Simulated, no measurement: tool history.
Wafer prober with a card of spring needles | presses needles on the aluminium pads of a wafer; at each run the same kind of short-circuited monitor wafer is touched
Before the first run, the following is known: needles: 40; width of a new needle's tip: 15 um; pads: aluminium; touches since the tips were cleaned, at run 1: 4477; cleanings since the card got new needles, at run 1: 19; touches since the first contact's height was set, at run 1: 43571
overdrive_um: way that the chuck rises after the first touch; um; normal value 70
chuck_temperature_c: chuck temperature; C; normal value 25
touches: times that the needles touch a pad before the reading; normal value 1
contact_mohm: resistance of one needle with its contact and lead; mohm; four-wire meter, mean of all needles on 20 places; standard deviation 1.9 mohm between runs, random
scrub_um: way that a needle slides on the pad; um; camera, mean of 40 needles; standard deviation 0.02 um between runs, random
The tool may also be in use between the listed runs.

| run | day | overdrive_um | chuck_temperature_c | touches | touches since the tips were cleaned | cleanings since the card got new needles | touches since the first contact's height was set | contact_mohm | scrub_um |
|---|---|---|---|---|---|---|---|---|---|
| 1 | 0 | 70 | 25 | 1 | 4477 | 19 | 43571 | 206 | 18.05 |
|  | 0.229 | tips cleaned on abrasive film |
|  | 0.883 | tips cleaned on abrasive film |
| 2 | 1.438 | 70 | 25 | 1 | 6506 | 21 | 60291 | 206 | 18.12 |
|  | 1.579 | tips cleaned on abrasive film |
|  | 2.267 | tips cleaned on abrasive film |
| 3 | 2.812 | 70 | 25 | 1 | 6388 | 23 | 76306 | 205 | 18.12 |
|  | 2.958 | tips cleaned on abrasive film |
|  | 3.629 | tips cleaned on abrasive film |
| 4 | 3.8 | 67 | 25 | 1 | 1986 | 25 | 87730 | 205 | 17.34 |
|  | 4.221 | tips cleaned on abrasive film |
|  | 4.867 | tips cleaned on abrasive film |
|  | 4.879 | height of the first contact set anew |
|  | 5.438 | tips cleaned on abrasive film |
| 5 | 5.454 | 70 | 25 | 1 | 156 | 28 | 6672 | 207 | 18.1 |
|  | 6.008 | tips cleaned on abrasive film |
|  | 6.625 | tips cleaned on abrasive film |
|  | 7.25 | tips cleaned on abrasive film |
| 6 | 7.25 | 70 | 25 | 1 | 0 | 31 | 27563 | 204 | 18.08 |
|  | 7.929 | tips cleaned on abrasive film |
|  | 8.625 | tips cleaned on abrasive film |
| 7 | 9.025 | 70 | 25 | 1 | 4714 | 33 | 48242 | 204 | 18.1 |
|  | 9.308 | tips cleaned on abrasive film |
|  | 9.962 | tips cleaned on abrasive film |
| 8 | 10.008 | 70 | 25 | 1 | 543 | 35 | 59636 | 205 | 18.1 |
|  | 10.596 | tips cleaned on abrasive film |
|  | 11.262 | tips cleaned on abrasive film |
|  | 11.929 | tips cleaned on abrasive film |
| 9 | 12.325 | 70 | 25 | 1 | 4620 | 38 | 86592 | 206 | 18.11 |
|  | 12.608 | tips cleaned on abrasive film |
|  | 13.275 | tips cleaned on abrasive film |
|  | 13.562 | height of the first contact set anew |
|  | 13.942 | tips cleaned on abrasive film |
|  | 14.562 | tips cleaned on abrasive film |
| 10 | 14.562 | 70 | 59 | 1 | 0 | 42 | 11589 | 213 | 18.08 |
|  | 15.262 | tips cleaned on abrasive film |
|  | 15.958 | tips cleaned on abrasive film |
| 11 | 16.475 | 70 | 59 | 1 | 6035 | 44 | 33874 | 214 | 18.08 |
|  | 16.621 | tips cleaned on abrasive film |
|  | 17.275 | tips cleaned on abrasive film |
| 12 | 17.808 | 85 | 25 | 1 | 6260 | 46 | 49363 | 202 | 22 |
|  | 17.954 | tips cleaned on abrasive film |
|  | 18.612 | tips cleaned on abrasive film |
| 13 | 18.875 | 85 | 25 | 1 | 3025 | 48 | 61723 | 204 | 21.98 |
|  | 19.238 | tips cleaned on abrasive film |
|  | 19.883 | tips cleaned on abrasive film |
| 14 | 19.896 | 70 | 98 | 1 | 187 | 50 | 73610 | 226 | 18.13 |
|  | 20.45 | tips cleaned on abrasive film |
| 15 | 20.979 | 64 | 36 | 1 | 6168 | 51 | 86202 | 207 | 16.52 |
|  | 21.121 | tips cleaned on abrasive film |
|  | 21.783 | tips cleaned on abrasive film |
|  | 22.212 | height of the first contact set anew |
|  | 22.45 | tips cleaned on abrasive film |
| 16 | 22.825 | 64 | 36 | 1 | 4393 | 54 | 7141 | 213 | 16.58 |
|  | 23.071 | tips cleaned on abrasive film |
|  | 23.696 | tips cleaned on abrasive film |
| 17 | 24.25 | 84 | 32 | 3 | 6509 | 56 | 23724 | 205 | 21.71 |
|  | 24.396 | tips cleaned on abrasive film |
|  | 25.088 | tips cleaned on abrasive film |
|  | 25.792 | tips cleaned on abrasive film |
| 18 | 26.096 | 70 | 26 | 1 | 3558 | 59 | 45131 | 208 | 18.09 |
|  | 26.462 | tips cleaned on abrasive film |
|  | 27.1 | tips cleaned on abrasive film |
| 19 | 27.512 | 73 | 116 | 1 | 4827 | 61 | 61622 | 228 | 18.91 |
|  | 27.75 | tips cleaned on abrasive film |
|  | 28.379 | tips cleaned on abrasive film |
|  | 28.975 | tips cleaned on abrasive film |
|  | 29.533 | tips cleaned on abrasive film |
| 20 | 29.796 | 65 | 106 | 1 | 3054 | 65 | 88153 | 225 | 16.82 |
|  | 30.167 | tips cleaned on abrasive film |
|  | 30.767 | tips cleaned on abrasive film |
| 21 | 30.767 | 65 | 106 | 1 | 0 | 67 | 99401 | 221 | 16.84 |
|  | 30.908 | height of the first contact set anew |
|  | 31.438 | tips cleaned on abrasive film |
|  | 32.1 | tips cleaned on abrasive film |
| 22 | 32.408 | 65 | 106 | 1 | 3606 | 69 | 17475 | 224 | 16.85 |
|  | 32.767 | tips cleaned on abrasive film |
|  | 33.4 | tips cleaned on abrasive film |
| 23 | 33.4 | 55 | 77 | 2 | 0 | 71 | 28968 | 226 | 14.26 |
|  | 34.029 | tips cleaned on abrasive film |
|  | 34.683 | tips cleaned on abrasive film |
| 24 | 34.838 | 74 | 25 | 2 | 1814 | 73 | 45708 | 205 | 19.17 |
|  | 35.371 | tips cleaned on abrasive film |
|  | 35.996 | tips cleaned on abrasive film |
| 25 | 36.488 | 77 | 25 | 3 | 5774 | 75 | 64918 | 207 | 19.88 |
|  | 36.633 | tips cleaned on abrasive film |
|  | 37.242 | tips cleaned on abrasive film |
| 26 | 37.529 | 66 | 25 | 3 | 3348 | 77 | 76982 | 206 | 17.06 |

Each row is a separate what-if for the run after 26, all from the same tool condition, not one after another. Results?
|  | 37.921 | tips cleaned on abrasive film |
|  | 38.604 | tips cleaned on abrasive film |
| A | 38.604 | 70 | 27 | 3 | 0 | 79 | 89465 | ? | ? |
|  | 37.921 | tips cleaned on abrasive film |
|  | 38.604 | tips cleaned on abrasive film |
| B | 38.604 | 66 | 37 | 2 | 0 | 79 | 89465 | ? | ? |
|  | 37.921 | tips cleaned on abrasive film |
|  | 38.604 | tips cleaned on abrasive film |
| C | 38.604 | 54 | 25 | 3 | 0 | 79 | 89465 | ? | ? |
|  | 37.921 | tips cleaned on abrasive film |
|  | 38.604 | tips cleaned on abrasive film |
| D | 38.604 | 70 | 25 | 2 | 0 | 79 | 89465 | ? | ? |

| run | contact_mohm | scrub_um |
|---|---|---|
| A | 203 | 18.12 |
| B | 213 | 17.03 |
| C | 211 | 13.96 |
| D | 204 | 18.11 |
With the hidden condition removed and each run's random variation left untouched, the same runs would have given:
| run | contact_mohm | scrub_um |
|---|---|---|
| A | 203 | 18.12 |
| B | 213 | 17.03 |
| C | 211 | 13.96 |
| D | 204 | 18.11 |
